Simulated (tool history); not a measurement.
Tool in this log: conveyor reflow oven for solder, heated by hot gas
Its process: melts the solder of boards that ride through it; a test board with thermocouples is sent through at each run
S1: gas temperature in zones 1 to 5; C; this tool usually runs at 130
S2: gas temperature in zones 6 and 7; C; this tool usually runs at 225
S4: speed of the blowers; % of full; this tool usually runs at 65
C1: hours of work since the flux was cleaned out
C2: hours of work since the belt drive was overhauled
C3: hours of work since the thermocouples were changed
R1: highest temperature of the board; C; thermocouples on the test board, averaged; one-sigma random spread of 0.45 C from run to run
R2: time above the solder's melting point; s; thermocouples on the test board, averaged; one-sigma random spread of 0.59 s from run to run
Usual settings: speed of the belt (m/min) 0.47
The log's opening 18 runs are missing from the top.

Run 19, day 6.921: usual settings but S1 142 C, speed of the belt (m/min) 0.456, S4 84 % of full; C1 373; C2 400; C3 569. Result: R1 210.3 C, R2 64 s.
Run 20, day 7.175: usual settings but S1 142 C, speed of the belt (m/min) 0.456, S4 84 % of full; C1 377; C2 404; C3 573. Result: R1 209.9 C, R2 65.2 s.
Run 21, day 7.488: usual settings but speed of the belt (m/min) 0.413; C1 383; C2 410; C3 579. Result: R1 207.4 C, R2 60.5 s.
At day 7.683: belt drive overhauled, speed set with a stopwatch.
Run 22, day 7.9: usual settings but speed of the belt (m/min) 0.469; C1 387; C2 4; C3 583. Result: R1 202.3 C, R2 45.8 s.
At day 8.217: flux residue cleaned out of gas plates and filters.
Run 23, day 8.333: usual settings but speed of the belt (m/min) 0.469; C1 2; C2 8; C3 587. Result: R1 206.8 C, R2 52.3 s.
Run 24, day 8.729: usual settings but speed of the belt (m/min) 0.469; C1 9; C2 15; C3 594. Result: R1 206.3 C, R2 52.6 s.
Run 25, day 9.254: usual settings but speed of the belt (m/min) 0.469; C1 18; C2 24; C3 604. Result: R1 206.7 C, R2 52 s.
Run 26, day 9.529: usual settings but speed of the belt (m/min) 0.469; C1 23; C2 29; C3 609. Result: R1 205.9 C, R2 53.1 s.
Run 27, day 9.821: usual settings but S1 136 C, S2 236 C, speed of the belt (m/min) 0.393; C1 28; C2 34; C3 614. Result: R1 222.8 C, R2 86.7 s.
At day 10.2: belt drive overhauled, speed set with a stopwatch, once more.
Run 28, day 10.396: usual settings but S1 136 C, S2 236 C, speed of the belt (m/min) 0.393; C1 36; C2 3; C3 621. Result: R1 221.5 C, R2 83.3 s.
Run 29, day 10.792: usual settings but S1 136 C, S2 236 C, speed of the belt (m/min) 0.393; C1 43; C2 11; C3 628. Result: R1 221.5 C, R2 83 s.
Run 30, day 11.262: usual settings but S1 136 C, S2 236 C, speed of the belt (m/min) 0.393, S4 73 % of full; C1 51; C2 19; C3 636. Result: R1 223.6 C, R2 87.8 s.

Here are 4 independent what-if runs from the current tool condition. What would each one return?
Run A, day 11.588: usual settings but S4 57 % of full; C1 57; C2 25; C3 642. Result: R1 ?, R2 ?.
Run B, day 11.588: usual settings but S1 142 C, S4 56 % of full; C1 57; C2 25; C3 642. Result: R1 ?, R2 ?.
Run C, day 11.588: usual settings but S4 85 % of full; C1 57; C2 25; C3 642. Result: R1 ?, R2 ?.
Run D, day 11.588: usual settings but S1 140 C; C1 57; C2 25; C3 642. Result: R1 ?, R2 ?.

run     R1    R2
  A  201.3  45.2
  B  204.9  53.4
  C  211.9  60.6
  D  206.7  57.3
Had the tool no hidden state, the same runs would have come out as:
run     R1    R2
  A  202.9  47.7
  B  206.5  55.6
  C  213.7  62.5
  D  208.4  59.4
